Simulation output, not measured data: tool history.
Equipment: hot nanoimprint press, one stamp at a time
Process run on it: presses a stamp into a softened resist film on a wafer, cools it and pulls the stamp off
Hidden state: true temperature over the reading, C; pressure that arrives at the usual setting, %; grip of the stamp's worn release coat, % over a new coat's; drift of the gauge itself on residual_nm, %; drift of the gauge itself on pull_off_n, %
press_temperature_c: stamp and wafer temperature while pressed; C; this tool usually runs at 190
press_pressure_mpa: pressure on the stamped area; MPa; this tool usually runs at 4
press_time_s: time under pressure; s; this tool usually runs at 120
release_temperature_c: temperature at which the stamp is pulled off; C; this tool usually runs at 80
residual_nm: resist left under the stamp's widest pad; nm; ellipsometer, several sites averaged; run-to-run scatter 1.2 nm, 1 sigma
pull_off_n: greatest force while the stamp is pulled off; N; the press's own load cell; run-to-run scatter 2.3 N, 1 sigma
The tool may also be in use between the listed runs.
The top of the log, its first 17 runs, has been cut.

| run | day | press_temperature_c | press_pressure_mpa | press_time_s | release_temperature_c | hours of work since the thermocouple was calibrated | imprints on the stamp's release coat | hours of work since the press's seals were changed | residual_nm | pull_off_n |
|---|---|---|---|---|---|---|---|---|---|---|
|  | 4.488 | plate thermocouple calibrated |
| 18 | 4.842 | 190 | 4.12 | 120 | 80 | 5 | 2292 | 96 | 180.1 | 202 |
|  | 5.275 | plate thermocouple calibrated, once more |
| 19 | 5.338 | 198 | 4.75 | 106 | 82 | 1 | 2334 | 101 | 123 | 187 |
| 20 | 5.617 | 190 | 4.16 | 163 | 80 | 5 | 2365 | 105 | 158.7 | 198 |
| 21 | 5.804 | 190 | 4.16 | 163 | 80 | 8 | 2386 | 108 | 158.5 | 198 |
| 22 | 6.121 | 185 | 2.47 | 85 | 80 | 13 | 2421 | 113 | 274.5 | 205 |
|  | 6.65 | stamp cleaned and given a new release coat |
| 23 | 6.733 | 190 | 3.08 | 120 | 80 | 18 | 9 | 118 | 199.9 | 108 |
| 24 | 6.996 | 201 | 4 | 151 | 71 | 22 | 38 | 122 | 99.8 | 130 |
| 25 | 7.192 | 194 | 5.16 | 151 | 72 | 25 | 60 | 125 | 124.9 | 129 |
| 26 | 7.538 | 194 | 5.16 | 151 | 72 | 30 | 99 | 130 | 124.3 | 131 |
| 27 | 7.883 | 194 | 5.16 | 154 | 81 | 35 | 138 | 135 | 123.7 | 108 |
| 28 | 8.271 | 194 | 5.16 | 154 | 81 | 41 | 181 | 141 | 122.3 | 108 |
| 29 | 8.592 | 185 | 2.78 | 134 | 72 | 46 | 217 | 146 | 241.9 | 136 |
| 30 | 8.833 | 185 | 2.76 | 123 | 72 | 49 | 244 | 150 | 247.3 | 140 |

Here are 3 independent what-if runs from the current tool condition. What would each one return?
| A | 9.112 | 190 | 2.81 | 95 | 79 | 54 | 276 | 154 | ? | ? |
| B | 9.112 | 190 | 3.64 | 145 | 76 | 54 | 276 | 154 | ? | ? |
| C | 9.112 | 185 | 4.05 | 113 | 72 | 54 | 276 | 154 | ? | ? |

| run | residual_nm | pull_off_n |
|---|---|---|
| A | 221.3 | 114 |
| B | 176.4 | 131 |
| C | 223.1 | 142 |
Take away the tool's hidden state, keep each run's random variation, and the runs would have read:
| run | residual_nm | pull_off_n |
|---|---|---|
| A | 218.5 | 103 |
| B | 173.4 | 118 |
| C | 219.8 | 129 |
